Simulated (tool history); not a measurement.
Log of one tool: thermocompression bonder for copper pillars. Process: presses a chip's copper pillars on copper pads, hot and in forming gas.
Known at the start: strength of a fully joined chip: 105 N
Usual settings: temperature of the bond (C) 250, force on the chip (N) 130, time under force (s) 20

run   hour  temperature of the bond (C)  force on the chip (N)  time under force (s)  force that shears a chip off (N)
  1    0.0                          250                    130                    20                              41.2
  2   23.4                          250                    130                    20                              41.6
  3   41.4                          250                    130                    41                              53.8
  4   56.8                          250                    130                    20                              41.4
  5   75.5                          250                    130                    20                              41.8
  6   95.4                          250                    130                    20                              41.4
  7  115.6                          250                    130                    20                              41.4
  8  136.4                          250                    149                    20                              45.2
  9  150.2                          250                    149                    20                              45.7
 10  161.4                          250                    130                    20                              41.1
 11  171.6                          250                    130                    20                              41.1
 12  194.2                          250                    130                    20                              40.9
 13  214.0                          250                    130                    20                              41.1
 14  236.0                          250                    130                    20                              40.5
 15  259.4                          250                    130                    20                              40.8
     274.1  -- forming gas filter changed
 16  275.6                          233                    130                    20                              34.1
 17  296.4                          233                    130                    20                              34.2
 18  313.7                          233                    130                    20                              33.9
 19  332.4                          250                    130                    20                              40.5
 20  346.2                          250                    130                    20                              40.8
     358.7  -- heater calibrated with a thermocouple chip
 21  364.6                          250                    130                    45                              54.5
 22  377.6                          276                    130                    33                              60.0
 23  398.6                          276                    130                    33                              60.4
 24  421.9                          244                    130                    29                              43.8
     433.7  -- gauge calibrated
 25  439.3                          233                    101                    44                              39.4
 26  460.2                          233                     87                    26                              28.2
 27  480.6                          246                     83                    36                              35.4
 28  494.5                          246                     83                    36                              35.8
 29  507.2                          246                    135                    36                              50.7
 30  529.4                          246                    135                    36                              50.5
 31  540.3                          246                    135                    36                              50.3
     559.2  -- forming gas filter changed
 32  559.2                          236                    128                    20                              35.2
 33  574.8                          236                    116                    10                              23.9
 34  593.9                          236                    116                    16                              29.3
 35  610.7                          225                    130                    42                              42.4
 36  628.9                          233                    130                    42                              45.4
 37  641.5                          233                    130                    42                              45.7
 38  653.0                          261                    129                    34                              54.7
 39  671.1                          261                    129                    34                              54.6

Forecast each of these 4 alternatives for the next run:
  A  691.7                          277                    129                    34                                 ?
  B  691.7                          250                    130                    12                                 ?
  C  691.7                          241                    129                    45                                 ?
  D  691.7                          227                    150                    12                                 ?

run  force that shears a chip off (N)
  A                              61.4
  B                              33.2
  C                              50.6
  D                              29.3
Without the tool's hidden state the same runs would have given:
run  force that shears a chip off (N)
  A                              62.3
  B                              33.7
  C                              51.4
  D                              29.8

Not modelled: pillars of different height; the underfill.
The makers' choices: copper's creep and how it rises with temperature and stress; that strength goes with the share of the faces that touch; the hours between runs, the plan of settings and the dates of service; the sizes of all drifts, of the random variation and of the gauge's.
